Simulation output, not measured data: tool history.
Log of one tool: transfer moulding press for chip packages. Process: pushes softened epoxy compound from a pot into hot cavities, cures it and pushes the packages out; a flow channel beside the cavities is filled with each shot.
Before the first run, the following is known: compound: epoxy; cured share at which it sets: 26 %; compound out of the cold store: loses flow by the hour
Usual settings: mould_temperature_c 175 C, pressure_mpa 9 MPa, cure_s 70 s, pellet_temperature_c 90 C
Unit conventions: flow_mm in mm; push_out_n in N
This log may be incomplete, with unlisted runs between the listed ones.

run,hour,mould_temperature_c,pressure_mpa,cure_s,pellet_temperature_c,incoming compound's hours out of the cold store,flow_mm,push_out_n
1,0,175,9,70,90,22.1,779,739
# hour 5.2: plunger's sealing rings changed
# hour 26.1: cavities cleaned with cleaning compound and waxed
2,55,175,9,70,90,45.1,747,787
# hour 60.4: cavities cleaned with cleaning compound and waxed
# hour 97.6: cavities cleaned with cleaning compound and waxed
3,106.5,175,9,60,90,33.1,783,996
# hour 131.6: cavities cleaned with cleaning compound and waxed
4,156.5,175,9,60,81,24.7,804,1313
# hour 167.8: cavities cleaned with cleaning compound and waxed
# hour 204.9: cavities cleaned with cleaning compound and waxed
5,212.8,175,9,60,92,14.3,830,1089
# hour 239: cavities cleaned with cleaning compound and waxed
6,240.3,175,9,60,92,38.4,733,875
# hour 273.3: cavities cleaned with cleaning compound and waxed
7,296.8,175,8.98,70,90,33.9,734,822
# hour 308.8: cavities cleaned with cleaning compound and waxed
# hour 329.7: plunger's sealing rings changed
8,334.9,175,9,70,90,37.4,780,781
# hour 346.8: cavities cleaned with cleaning compound and waxed
9,377.9,175,9,70,85,11,888,880
# hour 382.7: cavities cleaned with cleaning compound and waxed
# hour 416.7: cavities cleaned with cleaning compound and waxed
10,420.4,175,8.16,70,90,46.4,694,592
# hour 453.7: cavities cleaned with cleaning compound and waxed
11,462.2,175,9,70,90,40.7,742,667
# hour 490.7: cavities cleaned with cleaning compound and waxed
12,508.8,175,9,70,90,41.9,724,742
# hour 527.9: cavities cleaned with cleaning compound and waxed
13,536.3,175,9,70,90,9.6,855,709
# hour 562.7: cavities cleaned with cleaning compound and waxed
14,577.2,176,9,84,90,35.9,729,552
# hour 598.5: cavities cleaned with cleaning compound and waxed
15,611.7,175,7.61,70,99,19.3,729,735
# hour 633.9: cavities cleaned with cleaning compound and waxed
# hour 654.3: plunger's sealing rings changed
16,657.6,175,7.61,70,99,33.2,731,750

Run 17 has not been measured yet. What should we expect?
# hour 671.2: cavities cleaned with cleaning compound and waxed
# hour 705.3: cavities cleaned with cleaning compound and waxed
17,713.7,175,9,70,90,46.4,?,?

Run 17 produced flow_mm 739 mm, push_out_n 688 N.
Without the tool's hidden state the same run would have given flow_mm 749 mm, push_out_n 540 N.

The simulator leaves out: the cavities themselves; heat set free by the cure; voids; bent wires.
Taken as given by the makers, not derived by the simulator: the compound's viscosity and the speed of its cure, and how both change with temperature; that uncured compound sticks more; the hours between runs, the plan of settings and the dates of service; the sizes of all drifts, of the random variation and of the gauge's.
